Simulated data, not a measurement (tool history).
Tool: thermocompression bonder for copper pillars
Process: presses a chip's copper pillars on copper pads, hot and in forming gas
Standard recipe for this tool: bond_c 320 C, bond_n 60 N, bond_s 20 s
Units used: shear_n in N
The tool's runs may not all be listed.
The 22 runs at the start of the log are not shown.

run 23 hour=190.9 | bond_c=348 bond_n=39 bond_s=20 | shear_n=51.1
run 24 hour=199.2 | bond_c=293 bond_n=60 bond_s=31 | shear_n=51.8
run 25 hour=208.7 | bond_c=293 bond_n=44 bond_s=50 | shear_n=43.7
run 26 hour=217.8 | bond_c=311 bond_n=88 bond_s=15 | shear_n=65
run 27 hour=226.6 | bond_c=331 bond_n=60 bond_s=43 | shear_n=73
run 28 hour=236.7 | bond_c=303 bond_n=54 bond_s=60 | shear_n=61.4
run 29 hour=246.1 | bond_c=311 bond_n=43 bond_s=16 | shear_n=35.6
run 30 hour=253.4 | bond_c=311 bond_n=43 bond_s=16 | shear_n=34.9
run 31 hour=265 | bond_c=311 bond_n=43 bond_s=16 | shear_n=35
run 32 hour=272.6 | bond_c=311 bond_n=43 bond_s=16 | shear_n=34.9
run 33 hour=282 | bond_c=311 bond_n=43 bond_s=16 | shear_n=36
run 34 hour=287.7 | bond_c=330 bond_n=40 bond_s=25 | shear_n=47.4
run 35 hour=294.3 | bond_c=349 bond_n=42 bond_s=53 | shear_n=70.5
run 36 hour=305.7 | bond_c=320 bond_n=41 bond_s=50 | shear_n=54.6
run 37 hour=315.5 | bond_c=320 bond_n=60 bond_s=11 | shear_n=47.5
run 38 hour=323.3 | bond_c=309 bond_n=42 bond_s=14 | shear_n=32.3
run 39 hour=335.2 | bond_c=309 bond_n=42 bond_s=14 | shear_n=31.6

Forecast each of these 3 alternatives for the next run:
run A hour=344.8 | bond_c=309 bond_n=75 bond_s=14 | shear_n=?
run B hour=344.8 | bond_c=293 bond_n=84 bond_s=19 | shear_n=?
run C hour=344.8 | bond_c=307 bond_n=86 bond_s=51 | shear_n=?

run=A shear_n=55.9
run=B shear_n=58.2
run=C shear_n=77.7
With no hidden state in the tool, these same runs would have given:
run=A shear_n=54.1
run=B shear_n=56.3
run=C shear_n=77.7

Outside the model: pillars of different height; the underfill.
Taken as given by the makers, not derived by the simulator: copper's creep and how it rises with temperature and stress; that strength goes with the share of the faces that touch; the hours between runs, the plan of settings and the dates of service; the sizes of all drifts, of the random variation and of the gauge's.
